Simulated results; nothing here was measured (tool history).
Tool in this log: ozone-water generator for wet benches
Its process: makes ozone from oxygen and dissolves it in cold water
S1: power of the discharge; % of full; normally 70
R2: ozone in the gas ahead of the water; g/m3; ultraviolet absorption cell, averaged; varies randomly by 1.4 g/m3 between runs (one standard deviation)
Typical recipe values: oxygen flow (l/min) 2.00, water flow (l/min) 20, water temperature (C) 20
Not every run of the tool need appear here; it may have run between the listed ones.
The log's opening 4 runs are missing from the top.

{"run": 5, "hour": 108.5, "S1": 70, "oxygen flow (l/min)": 2.0, "water flow (l/min)": 20, "water temperature (C)": 20, "dissolved ozone (ppm)": 12.4, "R2": 257.0}
{"run": 6, "hour": 139.2, "S1": 70, "oxygen flow (l/min)": 2.0, "water flow (l/min)": 20, "water temperature (C)": 20, "dissolved ozone (ppm)": 12.3, "R2": 257.2}
{"run": 7, "hour": 158.0, "S1": 70, "oxygen flow (l/min)": 2.0, "water flow (l/min)": 20, "water temperature (C)": 20, "dissolved ozone (ppm)": 12.3, "R2": 256.2}
{"run": 8, "hour": 185.5, "S1": 70, "oxygen flow (l/min)": 2.0, "water flow (l/min)": 20, "water temperature (C)": 28, "dissolved ozone (ppm)": 11.6, "R2": 256.2}
{"run": 9, "hour": 213.9, "S1": 54, "oxygen flow (l/min)": 2.0, "water flow (l/min)": 20, "water temperature (C)": 20, "dissolved ozone (ppm)": 10.3, "R2": 214.3}
{"run": 10, "hour": 246.6, "S1": 54, "oxygen flow (l/min)": 2.0, "water flow (l/min)": 20, "water temperature (C)": 20, "dissolved ozone (ppm)": 10.0, "R2": 214.8}
{"run": 11, "hour": 282.1, "S1": 54, "oxygen flow (l/min)": 2.0, "water flow (l/min)": 20, "water temperature (C)": 20, "dissolved ozone (ppm)": 10.2, "R2": 216.2}
{"run": 12, "hour": 304.1, "S1": 70, "oxygen flow (l/min)": 2.0, "water flow (l/min)": 20, "water temperature (C)": 20, "dissolved ozone (ppm)": 12.3, "R2": 254.7}
{"run": 13, "hour": 328.2, "S1": 53, "oxygen flow (l/min)": 2.0, "water flow (l/min)": 20, "water temperature (C)": 20, "dissolved ozone (ppm)": 9.8, "R2": 210.5}
{"run": 14, "hour": 347.8, "S1": 53, "oxygen flow (l/min)": 1.12, "water flow (l/min)": 20, "water temperature (C)": 20, "dissolved ozone (ppm)": 7.7, "R2": 256.6}
{"run": 15, "hour": 385.7, "S1": 70, "oxygen flow (l/min)": 2.0, "water flow (l/min)": 28, "water temperature (C)": 20, "dissolved ozone (ppm)": 8.5, "R2": 254.4}
{"run": 16, "hour": 403.0, "S1": 70, "oxygen flow (l/min)": 2.0, "water flow (l/min)": 28, "water temperature (C)": 20, "dissolved ozone (ppm)": 8.7, "R2": 255.5}
{"run": 17, "hour": 428.7, "S1": 70, "oxygen flow (l/min)": 2.0, "water flow (l/min)": 28, "water temperature (C)": 20, "dissolved ozone (ppm)": 8.5, "R2": 254.8}
{"run": 18, "hour": 460.7, "S1": 78, "oxygen flow (l/min)": 1.97, "water flow (l/min)": 15, "water temperature (C)": 22, "dissolved ozone (ppm)": 16.6, "R2": 274.9}
{"hour": 463.4, "done": "water thermometer calibrated"}
{"run": 19, "hour": 477.2, "S1": 78, "oxygen flow (l/min)": 1.97, "water flow (l/min)": 15, "water temperature (C)": 22, "dissolved ozone (ppm)": 16.5, "R2": 275.0}
{"run": 20, "hour": 502.6, "S1": 70, "oxygen flow (l/min)": 1.15, "water flow (l/min)": 20, "water temperature (C)": 20, "dissolved ozone (ppm)": 9.3, "R2": 304.5}
{"run": 21, "hour": 519.5, "S1": 64, "oxygen flow (l/min)": 1.15, "water flow (l/min)": 20, "water temperature (C)": 20, "dissolved ozone (ppm)": 8.8, "R2": 288.9}
{"run": 22, "hour": 551.6, "S1": 80, "oxygen flow (l/min)": 1.7, "water flow (l/min)": 14, "water temperature (C)": 20, "dissolved ozone (ppm)": 17.2, "R2": 292.8}
{"run": 23, "hour": 585.5, "S1": 62, "oxygen flow (l/min)": 1.04, "water flow (l/min)": 14, "water temperature (C)": 20, "dissolved ozone (ppm)": 11.7, "R2": 292.4}
{"hour": 612.0, "done": "water thermometer calibrated, once more"}
{"run": 24, "hour": 620.2, "S1": 41, "oxygen flow (l/min)": 1.9, "water flow (l/min)": 20, "water temperature (C)": 20, "dissolved ozone (ppm)": 8.2, "R2": 180.1}
{"run": 25, "hour": 643.8, "S1": 70, "oxygen flow (l/min)": 2.2, "water flow (l/min)": 20, "water temperature (C)": 20, "dissolved ozone (ppm)": 12.5, "R2": 244.9}
{"run": 26, "hour": 678.5, "S1": 70, "oxygen flow (l/min)": 2.2, "water flow (l/min)": 20, "water temperature (C)": 20, "dissolved ozone (ppm)": 12.5, "R2": 246.9}
{"run": 27, "hour": 706.0, "S1": 70, "oxygen flow (l/min)": 2.0, "water flow (l/min)": 20, "water temperature (C)": 19, "dissolved ozone (ppm)": 12.1, "R2": 253.5}
{"run": 28, "hour": 730.5, "S1": 95, "oxygen flow (l/min)": 1.77, "water flow (l/min)": 21, "water temperature (C)": 26, "dissolved ozone (ppm)": 12.7, "R2": 322.1}

Run 29, settings as shown, results not yet in. Your forecast:
{"run": 29, "hour": 752.4, "S1": 95, "oxygen flow (l/min)": 1.77, "water flow (l/min)": 21, "water temperature (C)": 26, "dissolved ozone (ppm)": "?", "R2": "?"}

dissolved ozone (ppm): 12.7
R2: 327.3 g/m3
If the tool had no hidden condition, the same run with the same run-to-run variation would have returned dissolved ozone (ppm) 14.3, R2 355.6 g/m3.
